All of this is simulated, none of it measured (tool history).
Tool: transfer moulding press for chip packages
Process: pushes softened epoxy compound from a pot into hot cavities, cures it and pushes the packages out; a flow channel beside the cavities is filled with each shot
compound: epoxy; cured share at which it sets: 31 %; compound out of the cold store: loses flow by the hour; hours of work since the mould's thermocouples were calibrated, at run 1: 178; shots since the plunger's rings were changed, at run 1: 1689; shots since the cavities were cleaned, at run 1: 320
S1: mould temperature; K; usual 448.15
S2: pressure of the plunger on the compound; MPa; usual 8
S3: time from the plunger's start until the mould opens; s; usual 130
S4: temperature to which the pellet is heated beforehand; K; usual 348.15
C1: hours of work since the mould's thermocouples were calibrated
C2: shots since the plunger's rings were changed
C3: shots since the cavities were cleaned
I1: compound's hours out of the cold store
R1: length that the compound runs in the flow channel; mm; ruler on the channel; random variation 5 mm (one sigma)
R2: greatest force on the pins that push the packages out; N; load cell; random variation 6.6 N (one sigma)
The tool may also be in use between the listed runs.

Run 1, day 0: usual settings; C1 178; C2 1689; C3 320; I1 15. Result: R1 943 mm, R2 377 N.
Run 2, day 0.283: usual settings but S4 345.15 K; C1 181; C2 1735; C3 366; I1 31.4. Result: R1 882 mm, R2 390 N.
Run 3, day 0.667: usual settings but S1 455.15 K; C1 186; C2 1798; C3 429; I1 32.6. Result: R1 856 mm, R2 381 N.
At day 0.967: cavities cleaned with cleaning compound and waxed.
Run 4, day 1.121: usual settings but S1 455.15 K; C1 190; C2 1863; C3 26; I1 20.1. Result: R1 886 mm, R2 252 N.
Run 5, day 1.367: usual settings; C1 193; C2 1903; C3 66; I1 24.9. Result: R1 905 mm, R2 305 N.
Run 6, day 1.8: usual settings but S3 140 s; C1 198; C2 1974; C3 137; I1 23.1. Result: R1 905 mm, R2 318 N.
Run 7, day 2: usual settings but S3 140 s; C1 200; C2 2007; C3 170; I1 13.1. Result: R1 944 mm, R2 321 N.
Run 8, day 2.258: usual settings but S3 140 s; C1 203; C2 2050; C3 213; I1 21.9. Result: R1 914 mm, R2 356 N.
Run 9, day 2.496: usual settings but S3 140 s; C1 206; C2 2089; C3 252; I1 26.9. Result: R1 895 mm, R2 348 N.
Run 10, day 2.729: usual settings but S3 140 s, S4 340.15 K; C1 208; C2 2127; C3 290; I1 27.2. Result: R1 887 mm, R2 366 N.
Run 11, day 3.167: usual settings but S3 140 s, S4 340.15 K; C1 213; C2 2199; C3 362; I1 16.5. Result: R1 932 mm, R2 388 N.
Run 12, day 3.362: usual settings but S3 140 s, S4 340.15 K; C1 215; C2 2231; C3 394; I1 11.4. Result: R1 946 mm, R2 405 N.
Run 13, day 3.558: usual settings but S1 445.15 K, S2 6.64 MPa, S4 339.15 K; C1 218; C2 2264; C3 427; I1 39.6. Result: R1 784 mm, R2 455 N.
At day 3.862: cavities cleaned with cleaning compound and waxed.
Run 14, day 4.046: usual settings but S1 445.15 K, S2 6.64 MPa, S4 339.15 K; C1 222; C2 2333; C3 30; I1 8.8. Result: R1 883 mm, R2 324 N.

Forecast run 15:
Run 15, day 4.438: usual settings but S1 445.15 K, S2 6.64 MPa, S4 339.15 K; C1 227; C2 2398; C3 95; I1 10.6. Result: R1 ?, R2 ?.

{"run 15": {"R1": 875, "R2": 358}}
Without the tool's hidden state the same run would have given R1 902 mm, R2 292 N.
